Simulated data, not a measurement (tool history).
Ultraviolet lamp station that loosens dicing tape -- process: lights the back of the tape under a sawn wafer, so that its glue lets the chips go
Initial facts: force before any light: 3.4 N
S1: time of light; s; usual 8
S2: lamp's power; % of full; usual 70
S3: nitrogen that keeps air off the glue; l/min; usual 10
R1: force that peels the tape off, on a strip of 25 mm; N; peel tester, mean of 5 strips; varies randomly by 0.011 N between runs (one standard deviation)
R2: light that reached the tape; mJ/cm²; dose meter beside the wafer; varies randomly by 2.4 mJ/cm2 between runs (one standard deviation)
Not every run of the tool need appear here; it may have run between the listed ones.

run	hour	S1	S2	S3	R1	R2
1	0	8	70	10	0.586	238
2	26.6	8	70	10	0.572	242
3	76.1	8	70	10	0.587	240
4	123.2	8	62	10	0.737	208
5	185.9	8	62	10	0.763	201
6	226.3	8	62	10	0.79	200
7	281.5	8	62	10	0.794	195
8	333.3	8	62	10	0.824	193
9	382.6	11	62	10	0.523	261
10	439.6	8	70	10	0.708	214
11	482.8	8	70	5	1.054	204
12	522.8	8	70	6	0.987	203
13	576.5	8	70	10	0.795	201
14	633.9	8	70	10	0.871	185
15	684.3	8	70	6	0.807	237
16	730.3	8	70	6	0.827	234
17	763.9	8	70	10	0.662	224
18	793.2	8	70	10	0.666	221
19	854.3	8	70	10	0.541	264
20	914.5	8	70	7	0.619	257
21	940.9	8	70	7	0.66	252
22	988.8	8	70	3	1.057	250
23	1021.5	8	80	3	0.889	285
24	1063.1	10	80	9	0.329	350
25	1106.9	8	70	4	0.962	240
26	1159.7	8	70	4	1.012	240
27	1193.2	6	67	12	0.918	174
28	1233.7	6	67	12	0.94	169
29	1284.2	16	70	10	0.159	457
30	1323.4	4	95	12	1.014	153
31	1350.5	4	95	12	1.035	150
32	1389.8	4	95	12	1.049	150
33	1442.1	15	92	3	0.251	579
34	1496.2	7	72	7	0.892	206
35	1536.6	8	71	5	0.899	231
36	1595.5	6	70	10	0.991	171
37	1652	9	69	18	0.425	246
38	1701.5	11	80	19	0.203	341
39	1763.1	8	80	15	0.472	245
40	1818.6	8	70	16	0.603	209
41	1876.3	8	70	16	0.592	208
42	1913.3	8	70	16	0.624	201
43	1948.3	7	72	8	1.006	176

Not shown: 4 entries that the log had between the listed runs. Between which runs, and how does the tool's hidden state differ before and after?
In the gap between runs 13 and 14: window cleaned of glue's vapour (hour 626.7)
  lamp's light, % of a new lamp's: 78.5 -> 77.5; light that the window lets through, % of a clean one's: 92.4 -> 86.1
  measured less the result without the state, R1: +0.32 -> +0.406 N; R2: -76 -> -92 mJ/cm²
In the gap between runs 14 and 15: lamp changed (hour 648.6)
  lamp's light, % of a new lamp's: 77.5 -> 98.4; light that the window lets through, % of a clean one's: 86.1 -> 85.5
  measured less the result without the state, R1: +0.406 -> +0.179 N; R2: -92 -> -43 mJ/cm²
In the gap between runs 18 and 19: window cleaned of glue's vapour, once more (hour 810.9)
  lamp's light, % of a new lamp's: 96.6 -> 95.5; light that the window lets through, % of a clean one's: 84.2 -> 98.8
  measured less the result without the state, R1: +0.197 -> +0.052 N; R2: -52 -> -16 mJ/cm²
In the gap between runs 32 and 33: window cleaned of glue's vapour (hour 1442.1)
  lamp's light, % of a new lamp's: 86.6 -> 85.7; light that the window lets through, % of a clean one's: 92.2 -> 99.4
  measured less the result without the state, R1: +0.259 -> +0.073 N; R2: -38 -> -101 mJ/cm²
